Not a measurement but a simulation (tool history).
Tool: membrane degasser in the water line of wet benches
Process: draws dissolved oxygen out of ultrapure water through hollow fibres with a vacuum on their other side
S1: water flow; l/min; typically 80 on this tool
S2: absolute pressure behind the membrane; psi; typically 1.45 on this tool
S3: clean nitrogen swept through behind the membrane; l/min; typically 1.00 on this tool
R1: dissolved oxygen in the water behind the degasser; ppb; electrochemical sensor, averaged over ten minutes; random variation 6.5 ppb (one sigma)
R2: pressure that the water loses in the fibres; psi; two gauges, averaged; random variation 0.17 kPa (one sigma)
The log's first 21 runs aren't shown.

run 22 hour=1423.5 | S1=80 S2=1.45 S3=0.56 | R1=1277.5 R2=4.258
run 23 hour=1505.7 | S1=80 S2=1.45 S3=0.56 | R1=1252.1 R2=4.226
run 24 hour=1552.3 | S1=104 S2=1.00 S3=1.97 | R1=459.3 R2=5.500
run 25 hour=1629.3 | S1=104 S2=1.00 S3=1.97 | R1=460.3 R2=5.482
run 26 hour=1711.5 | S1=76 S2=1.15 S3=2.16 | R1=369.7 R2=4.000
run 27 hour=1783.0 | S1=74 S2=1.15 S3=0.55 | R1=898.3 R2=3.935
run 28 hour=1831.9 | S1=58 S2=1.45 S3=1.00 | R1=726.3 R2=3.114
run 29 hour=1916.8 | S1=117 S2=1.45 S3=0.44 | R1=1726.6 R2=6.176
run 30 hour=1957.9 | S1=61 S2=3.35 S3=0.70 | R1=2282.9 R2=3.224
run 31 hour=2046.3 | S1=80 S2=2.13 S3=1.31 | R1=1180.4 R2=4.248
run 32 hour=2093.3 | S1=110 S2=1.94 S3=1.31 | R1=1391.6 R2=5.838
run 33 hour=2175.8 | S1=80 S2=1.16 S3=0.78 | R1=793.1 R2=4.245

3 ways to go on from here, each from the tool as it stands after run 33. What would each give?
run A hour=2251.8 | S1=89 S2=0.88 S3=2.92 | R1=? R2=?
run B hour=2251.8 | S1=80 S2=1.71 S3=0.78 | R1=? R2=?
run C hour=2251.8 | S1=99 S2=1.77 S3=1.00 | R1=? R2=?

run=A R1=248.2 R2=4.737
run=B R1=1290.6 R2=4.235
run=C R1=1334.5 R2=5.230
Take away the tool's hidden state, keep each run's random variation, and the runs would have read:
run=A R1=213.2 R2=4.553
run=B R1=1231.1 R2=4.071
run=C R1=1272.4 R2=5.027

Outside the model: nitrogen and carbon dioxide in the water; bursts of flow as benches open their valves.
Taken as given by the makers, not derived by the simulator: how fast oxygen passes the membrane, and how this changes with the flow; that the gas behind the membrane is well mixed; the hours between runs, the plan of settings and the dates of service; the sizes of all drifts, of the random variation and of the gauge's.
